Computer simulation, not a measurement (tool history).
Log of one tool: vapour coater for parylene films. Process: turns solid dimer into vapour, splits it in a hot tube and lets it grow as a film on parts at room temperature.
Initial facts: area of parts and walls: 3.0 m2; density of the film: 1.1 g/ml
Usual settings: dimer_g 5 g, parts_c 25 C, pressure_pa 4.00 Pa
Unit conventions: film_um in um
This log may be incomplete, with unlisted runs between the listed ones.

run 1 hour=0.0 | dimer_g=5 parts_c=25 pressure_pa=4.00 | film_um=0.809
run 2 hour=82.2 | dimer_g=5 parts_c=25 pressure_pa=4.00 | film_um=0.804
run 3 hour=151.5 | dimer_g=5 parts_c=25 pressure_pa=4.00 | film_um=0.809
run 4 hour=215.4 | dimer_g=5 parts_c=25 pressure_pa=4.00 | film_um=0.803
run 5 hour=261.1 | dimer_g=5 parts_c=25 pressure_pa=4.00 | film_um=0.792
run 6 hour=295.9 | dimer_g=5 parts_c=25 pressure_pa=4.00 | film_um=0.792
run 7 hour=379.0 | dimer_g=5 parts_c=21 pressure_pa=4.00 | film_um=0.942
run 8 hour=434.7 | dimer_g=5 parts_c=21 pressure_pa=4.00 | film_um=0.939
run 9 hour=485.3 | dimer_g=4 parts_c=25 pressure_pa=4.00 | film_um=0.623
run 10 hour=547.7 | dimer_g=4 parts_c=25 pressure_pa=4.00 | film_um=0.630
run 11 hour=619.8 | dimer_g=5 parts_c=25 pressure_pa=4.00 | film_um=0.768
run 12 hour=695.5 | dimer_g=5 parts_c=31 pressure_pa=8.44 | film_um=0.553
-- hour=709.8 trap's valve overhauled
run 13 hour=759.4 | dimer_g=5 parts_c=31 pressure_pa=8.44 | film_um=0.581
run 14 hour=802.7 | dimer_g=5 parts_c=25 pressure_pa=4.00 | film_um=0.810
run 15 hour=840.5 | dimer_g=4 parts_c=19 pressure_pa=4.05 | film_um=0.847
-- hour=889.4 table's thermometer calibrated
run 16 hour=896.5 | dimer_g=4 parts_c=19 pressure_pa=4.05 | film_um=0.857
run 17 hour=962.8 | dimer_g=5 parts_c=19 pressure_pa=2.87 | film_um=1.107
run 18 hour=1026.8 | dimer_g=5 parts_c=19 pressure_pa=2.87 | film_um=1.095
run 19 hour=1104.2 | dimer_g=5 parts_c=20 pressure_pa=3.52 | film_um=1.013
run 20 hour=1162.2 | dimer_g=5 parts_c=32 pressure_pa=4.00 | film_um=0.582
run 21 hour=1233.7 | dimer_g=5 parts_c=32 pressure_pa=4.00 | film_um=0.584
run 22 hour=1280.9 | dimer_g=5 parts_c=32 pressure_pa=4.00 | film_um=0.572

Predict each of these 4 candidate next runs independently; none follows another, all start after run 22:
run A hour=1317.8 | dimer_g=4 parts_c=35 pressure_pa=4.00 | film_um=?
run B hour=1317.8 | dimer_g=5 parts_c=25 pressure_pa=2.10 | film_um=?
run C hour=1317.8 | dimer_g=2 parts_c=32 pressure_pa=2.91 | film_um=?
run D hour=1317.8 | dimer_g=4 parts_c=23 pressure_pa=9.71 | film_um=?

run=A film_um=0.399
run=B film_um=0.833
run=C film_um=0.237
run=D film_um=0.650
What these runs would have given with no unlogged condition in the tool:
run=A film_um=0.419
run=B film_um=0.874
run=C film_um=0.249
run=D film_um=0.682
